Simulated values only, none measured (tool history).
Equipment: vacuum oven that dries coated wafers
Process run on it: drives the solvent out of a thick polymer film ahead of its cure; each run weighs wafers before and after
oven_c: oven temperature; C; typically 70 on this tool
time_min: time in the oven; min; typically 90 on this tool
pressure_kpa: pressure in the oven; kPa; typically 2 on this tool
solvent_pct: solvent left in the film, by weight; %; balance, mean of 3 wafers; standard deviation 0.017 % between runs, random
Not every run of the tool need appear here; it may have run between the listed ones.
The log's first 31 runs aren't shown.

| run | hour | oven_c | time_min | pressure_kpa | hours of work since the thermocouples were calibrated | hours of work since the vacuum gauge was cleaned of residue | solvent_pct |
|---|---|---|---|---|---|---|---|
| 32 | 431.8 | 69 | 136 | 1.76 | 873 | 617 | 1.13 |
| 33 | 445 | 59 | 160 | 6.68 | 881 | 625 | 5.44 |
| 34 | 462 | 70 | 90 | 4.29 | 892 | 635 | 2.51 |
| 35 | 475 | 58 | 96 | 3.78 | 900 | 643 | 5.77 |
| 36 | 489.2 | 78 | 100 | 2.03 | 909 | 652 | 0.67 |
| 37 | 507.7 | 76 | 90 | 2 | 920 | 664 | 0.87 |
| 38 | 517.7 | 76 | 90 | 1.24 | 926 | 670 | 0.64 |
| 39 | 534.1 | 70 | 90 | 2.65 | 937 | 680 | 1.93 |
| 40 | 546.1 | 70 | 90 | 6.46 | 944 | 688 | 3.24 |
| 41 | 564.4 | 76 | 161 | 6.75 | 955 | 699 | 2 |
| 42 | 579.8 | 68 | 90 | 6.21 | 965 | 708 | 3.63 |
| 43 | 592.2 | 77 | 90 | 2 | 973 | 716 | 0.77 |
| 44 | 606.9 | 77 | 90 | 2 | 982 | 725 | 0.78 |
| 45 | 623.8 | 72 | 134 | 1.68 | 992 | 736 | 0.81 |
| 46 | 637.7 | 67 | 107 | 4.1 | 1001 | 744 | 2.77 |
| 47 | 649.9 | 68 | 78 | 2.07 | 1008 | 752 | 2.55 |

Alternative continuations, all from the tool just after run 47; predict every row:
| A | 663.1 | 60 | 90 | 2.09 | 1017 | 760 | ? |
| B | 663.1 | 68 | 104 | 1.25 | 1017 | 760 | ? |
| C | 663.1 | 70 | 52 | 2.52 | 1017 | 760 | ? |

| run | solvent_pct |
|---|---|
| A | 4.61 |
| B | 1.56 |
| C | 3.37 |
Had the tool no hidden state, the same runs would have come out as:
| run | solvent_pct |
|---|---|
| A | 5 |
| B | 1.8 |
| C | 3.76 |

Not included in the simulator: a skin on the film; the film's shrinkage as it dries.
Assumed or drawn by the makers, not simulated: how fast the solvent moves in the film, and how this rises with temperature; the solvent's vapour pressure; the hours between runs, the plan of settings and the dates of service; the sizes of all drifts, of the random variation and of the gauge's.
